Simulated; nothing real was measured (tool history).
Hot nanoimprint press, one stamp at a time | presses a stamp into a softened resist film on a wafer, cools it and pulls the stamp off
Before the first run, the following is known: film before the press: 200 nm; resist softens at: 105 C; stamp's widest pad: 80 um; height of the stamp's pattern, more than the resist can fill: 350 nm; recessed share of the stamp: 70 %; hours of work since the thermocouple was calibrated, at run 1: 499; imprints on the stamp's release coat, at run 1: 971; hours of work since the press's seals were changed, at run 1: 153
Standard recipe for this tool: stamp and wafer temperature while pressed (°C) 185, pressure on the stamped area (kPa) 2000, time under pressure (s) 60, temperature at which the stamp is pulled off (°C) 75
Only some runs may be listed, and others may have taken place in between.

run   hour  stamp and wafer temperature while pressed (°C)  pressure on the stamped area (kPa)  time under pressure (s)  temperature at which the stamp is pulled off (°C)  hours of work since the thermocouple was calibrated  imprints on the stamp's release coat  hours of work since the press's seals were changed  resist left under the stamp's widest pad (nm)  greatest force while the stamp is pulled off (N)
  1    0.0                                             185                                2000                       60                                                 75                                                  499                                   971                                                 153                                           68.9                                               217
      15.8  -- plate thermocouple calibrated
  2   22.5                                             185                                1430                       60                                                 75                                                    5                                  1018                                                 167                                           88.0                                               234
  3   59.0                                             185                                2000                       60                                                 75                                                   30                                  1106                                                 192                                           75.8                                               238
  4  103.3                                             185                                2000                       60                                                 75                                                   61                                  1213                                                 223                                           74.6                                               235
  5  123.2                                             185                                2000                      100                                                 75                                                   75                                  1261                                                 237                                           60.0                                               235
  6  164.6                                             185                                2000                      100                                                 75                                                  104                                  1361                                                 266                                           60.3                                               228
  7  206.1                                             185                                2000                      100                                                 75                                                  133                                  1461                                                 295                                           60.2                                               242
  8  228.0                                             185                                2000                      100                                                 75                                                  149                                  1514                                                 310                                           59.8                                               245
  9  271.0                                             185                                2000                      100                                                 75                                                  179                                  1618                                                 341                                           59.0                                               244
 10  315.8                                             185                                2000                      100                                                 75                                                  210                                  1726                                                 372                                           58.8                                               258
 11  353.9                                             175                                2390                      100                                                 74                                                  237                                  1818                                                 399                                           84.4                                               261
 12  388.7                                             175                                2390                      100                                                 74                                                  261                                  1902                                                 423                                           83.7                                               265
 13  413.2                                             175                                2390                       34                                                 74                                                  278                                  1961                                                 440                                          122.3                                               273
 14  449.8                                             185                                2000                       53                                                 81                                                  304                                  2050                                                 466                                           75.9                                               217
 15  468.8                                             185                                2000                       53                                                 81                                                  317                                  2096                                                 479                                           76.5                                               217

Hidden condition of the tool, last listed run before each entry between runs versus first listed run after:
After run 1, before run 2: plate thermocouple calibrated (hour 15.8)
  true temperature over the reading, C: 2.29 -> 0.11; pressure that arrives at the usual setting, %: 99.53 -> 99.44; grip of the stamp's worn release coat, % over a new coat's: 19.7 -> 20.7
  difference, measured minus the result without the unlogged condition, resist left under the stamp's widest pad (nm): -6.7 -> -0.2; greatest force while the stamp is pulled off (N): +23 -> +40
